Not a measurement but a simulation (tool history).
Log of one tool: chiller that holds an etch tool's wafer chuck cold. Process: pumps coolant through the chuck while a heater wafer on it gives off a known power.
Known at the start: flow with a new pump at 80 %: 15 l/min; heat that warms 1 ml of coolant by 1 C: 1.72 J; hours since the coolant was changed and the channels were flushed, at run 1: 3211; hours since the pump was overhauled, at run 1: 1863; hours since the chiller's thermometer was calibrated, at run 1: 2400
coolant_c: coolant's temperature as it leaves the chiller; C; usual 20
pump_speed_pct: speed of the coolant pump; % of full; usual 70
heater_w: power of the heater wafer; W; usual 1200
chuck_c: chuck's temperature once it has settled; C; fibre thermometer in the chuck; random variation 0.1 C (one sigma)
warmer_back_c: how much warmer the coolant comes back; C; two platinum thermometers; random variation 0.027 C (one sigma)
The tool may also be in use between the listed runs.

run   hour  coolant_c  pump_speed_pct  heater_w  hours since the coolant was changed and the channels were flushed  hours since the pump was overhauled  hours since the chiller's thermometer was calibrated  chuck_c  warmer_back_c
  1      0         20              70      1200                                                               3211                                 1863                                                  2400     35.5           3.32
  2   34.8         20              70      1200                                                               3246                                 1898                                                  2435     35.5           3.36
  3   77.8         20              70      1200                                                               3289                                 1941                                                  2478     35.6           3.36
  4  106.5         20              70      1200                                                               3317                                 1969                                                  2507     35.3           3.35
     113.8  -- coolant pump overhauled
  5  142.9         20              70      1200                                                               3349                                   29                                                  2538     35.5           3.37
  6  165.3         20              70      1200                                                               3371                                   52                                                  2561     35.6           3.39
  7  194.6         20              70      1200                                                               3401                                   81                                                  2590     35.6           3.38
  8  241.5         20              70      1200                                                               3447                                  128                                                  2637     35.6            3.4
     258.9  -- coolant pump overhauled, once more
  9  275.9         15              70       962                                                               3477                                   17                                                  2666     27.3           2.55
 10  317.8         20              93      1200                                                               3519                                   59                                                  2708       33           2.39
 11  341.1         21              95       847                                                               3542                                   82                                                  2731     29.9           1.67
 12  369.3         20              93      1200                                                               3570                                  110                                                  2760     32.9           2.41
 13  399.5         13              90      1065                                                               3600                                  141                                                  2790     24.6           2.15
 14  443.1         11              76       897                                                               3644                                  184                                                  2833     21.8           2.15

3 ways to go on from here, each from the tool as it stands after run 14. What would each give?
  A  488.9         20              63      1200                                                               3690                                  230                                                  2879        ?              ?
  B  488.9         11              87       897                                                               3690                                  230                                                  2879        ?              ?
  C  488.9         20              70      1549                                                               3690                                  230                                                  2879        ?              ?

run  chuck_c  warmer_back_c
  A     36.5            3.6
  B     21.2            1.9
  C     39.9           4.17
Without the tool's hidden state the same runs would have given:
run  chuck_c  warmer_back_c
  A     34.4           3.59
  B     19.9           1.89
  C     37.3           4.16
